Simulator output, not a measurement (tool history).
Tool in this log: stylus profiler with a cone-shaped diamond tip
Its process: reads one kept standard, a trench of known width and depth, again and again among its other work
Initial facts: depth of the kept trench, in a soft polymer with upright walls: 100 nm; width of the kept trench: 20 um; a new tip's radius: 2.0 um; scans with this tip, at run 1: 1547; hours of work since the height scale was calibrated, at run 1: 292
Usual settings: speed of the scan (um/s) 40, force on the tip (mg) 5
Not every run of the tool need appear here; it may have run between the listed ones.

run,hour,speed of the scan (um/s),force on the tip (mg),scans with this tip,hours of work since the height scale was calibrated,depth of the trench (nm),width of the trench's floor (nm)
1,0,40,5,1547,292,102.47,18570
2,29.4,58,5,1617,305,102.51,18540
3,57.4,58,5,1683,318,102.49,18500
4,69.5,58,5,1712,323,102.52,18530
5,99.6,40,5.13,1784,336,102.49,18560
6,125.1,40,5,1844,348,102.46,18600
7,145.1,40,3.31,1892,357,101.86,18520
8,173.4,40,3.05,1959,370,101.75,18500
9,187.8,40,13.65,1993,376,104.89,18600
10,216.5,137,5,2061,389,102.41,18160
11,236,137,5,2107,398,102.51,18180
12,253.7,137,5,2149,406,102.4,18190
13,273.3,137,5,2196,414,102.43,18200
14,286.5,40,5,2227,420,102.53,18570
15,310.7,40,5,2285,431,102.54,18600
16,340,40,5,2354,444,102.55,18560
17,366.9,40,5,2418,456,102.42,18570
18,379.4,40,5,2448,462,102.41,18540
19,402.1,40,5,2502,472,102.57,18640
20,425.9,40,5,2558,483,102.45,18520
21,444.2,40,5,2602,491,102.45,18590
22,468.3,40,5.72,2659,502,102.75,18610
23,487.4,58,5,2704,510,102.53,18500
24,517.2,123,5,2775,524,102.5,18240
25,537.9,16,5.14,2824,533,102.56,18660
26,562.1,16,5.14,2882,544,102.53,18710

Run 27 has not been measured yet. What should we expect?
27,585.4,16,5.14,2937,554,?,?

depth of the trench (nm): 102.55
width of the trench's floor (nm): 18710
If the tool had no hidden condition, the same run with the same run-to-run variation would have returned depth of the trench (nm) 102.56, width of the trench's floor (nm) 18710.

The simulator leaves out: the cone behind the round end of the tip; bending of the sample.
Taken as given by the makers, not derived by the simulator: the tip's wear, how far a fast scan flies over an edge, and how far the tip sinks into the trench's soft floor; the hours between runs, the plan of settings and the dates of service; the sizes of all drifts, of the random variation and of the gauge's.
